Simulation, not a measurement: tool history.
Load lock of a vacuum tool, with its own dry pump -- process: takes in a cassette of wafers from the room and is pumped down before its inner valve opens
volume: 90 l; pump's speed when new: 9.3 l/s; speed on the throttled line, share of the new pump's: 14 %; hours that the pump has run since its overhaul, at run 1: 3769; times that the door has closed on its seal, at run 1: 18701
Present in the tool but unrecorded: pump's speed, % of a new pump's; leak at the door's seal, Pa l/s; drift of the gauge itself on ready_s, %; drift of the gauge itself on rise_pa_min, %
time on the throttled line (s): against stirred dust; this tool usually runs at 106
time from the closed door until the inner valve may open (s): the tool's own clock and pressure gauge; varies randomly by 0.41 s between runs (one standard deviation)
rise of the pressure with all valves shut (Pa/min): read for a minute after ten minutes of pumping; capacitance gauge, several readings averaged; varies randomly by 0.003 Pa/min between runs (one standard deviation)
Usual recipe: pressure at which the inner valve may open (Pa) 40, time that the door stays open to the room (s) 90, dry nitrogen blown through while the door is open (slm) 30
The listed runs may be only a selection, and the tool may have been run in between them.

| run | hour | time on the throttled line (s) | pressure at which the inner valve may open (Pa) | time that the door stays open to the room (s) | dry nitrogen blown through while the door is open (slm) | hours that the pump has run since its overhaul | times that the door has closed on its seal | incoming humidity of the room's air, % | time from the closed door until the inner valve may open (s) | rise of the pressure with all valves shut (Pa/min) |
|---|---|---|---|---|---|---|---|---|---|---|
| 1 | 0 | 106 | 40 | 90 | 30 | 3769 | 18701 | 45.4 | 168.7 | 0.069 |
| 2 | 218.3 | 106 | 40 | 90 | 30 | 3987 | 19563 | 48.1 | 169.1 | 0.076 |
| 3 | 387.2 | 90 | 40 | 90 | 30 | 4156 | 20231 | 43.1 | 155 | 0.072 |
| 4 | 625.5 | 106 | 40 | 90 | 30 | 4395 | 21172 | 47.4 | 168.4 | 0.08 |
| 5 | 747.8 | 196 | 40 | 90 | 30 | 4517 | 21655 | 43.7 | 245.7 | 0.08 |
| 6 | 874 | 196 | 40 | 90 | 30 | 4643 | 22154 | 44.5 | 245.3 | 0.087 |
| 7 | 1096.6 | 106 | 37 | 90 | 30 | 4866 | 23033 | 45 | 170.3 | 0.083 |
| 8 | 1345.8 | 106 | 37 | 90 | 30 | 5115 | 24017 | 47.3 | 169.1 | 0.092 |
| 9 | 1487.7 | 106 | 37 | 90 | 30 | 5257 | 24578 | 42 | 169.6 | 0.095 |
| 10 | 1672.3 | 177 | 40 | 90 | 30 | 5441 | 25307 | 42.8 | 229 | 0.097 |
| 11 | 1897.9 | 106 | 40 | 90 | 30 | 5667 | 26198 | 44.9 | 169.2 | 0.106 |
| 12 | 2056.2 | 58 | 65 | 34 | 7 | 5825 | 26823 | 44.2 | 123.2 | 0.112 |
| 13 | 2249.1 | 58 | 65 | 34 | 7 | 6018 | 27586 | 46.5 | 123.3 | 0.118 |
| 14 | 2498 | 210 | 40 | 210 | 4 | 6267 | 28569 | 44.3 | 257.8 | 0.141 |
| 15 | 2609.8 | 210 | 40 | 210 | 4 | 6379 | 29010 | 48.8 | 258.3 | 0.15 |
| 16 | 2765.6 | 106 | 75 | 140 | 30 | 6535 | 29626 | 46.2 | 163.3 | 0.124 |
| 17 | 2996.3 | 106 | 35 | 31 | 30 | 6765 | 30537 | 46 | 170.7 | 0.119 |
| 18 | 3204.5 | 106 | 35 | 31 | 30 | 6974 | 31360 | 44.8 | 171.2 | 0.126 |
| 19 | 3342 | 62 | 40 | 37 | 7 | 7111 | 31903 | 46.6 | 132.3 | 0.135 |
| 20 | 3487.4 | 62 | 40 | 37 | 7 | 7256 | 32477 | 44.6 | 131.7 | 0.138 |
| 21 | 3623.3 | 116 | 40 | 90 | 6 | 7392 | 33014 | 45.5 | 177.9 | 0.152 |

Consider 4 possible next runs. They are alternatives, not a sequence: every one starts from the tool as it was left by run 21. What does each give?
| A | 3746.1 | 140 | 40 | 77 | 27 | 7515 | 33499 | 44 | ? | ? |
| B | 3746.1 | 106 | 44 | 90 | 21 | 7515 | 33499 | 47.1 | ? | ? |
| C | 3746.1 | 116 | 40 | 56 | 6 | 7515 | 33499 | 42.9 | ? | ? |
| D | 3746.1 | 116 | 49 | 168 | 13 | 7515 | 33499 | 46.5 | ? | ? |

| run | time from the closed door until the inner valve may open (s) | rise of the pressure with all valves shut (Pa/min) |
|---|---|---|
| A | 198.4 | 0.141 |
| B | 169.3 | 0.151 |
| C | 178.1 | 0.148 |
| D | 176 | 0.16 |
What these runs would have given with no unlogged condition in the tool:
| run | time from the closed door until the inner valve may open (s) | rise of the pressure with all valves shut (Pa/min) |
|---|---|---|
| A | 195.9 | 0.02 |
| B | 166.6 | 0.029 |
| C | 175.4 | 0.029 |
| D | 173.3 | 0.038 |

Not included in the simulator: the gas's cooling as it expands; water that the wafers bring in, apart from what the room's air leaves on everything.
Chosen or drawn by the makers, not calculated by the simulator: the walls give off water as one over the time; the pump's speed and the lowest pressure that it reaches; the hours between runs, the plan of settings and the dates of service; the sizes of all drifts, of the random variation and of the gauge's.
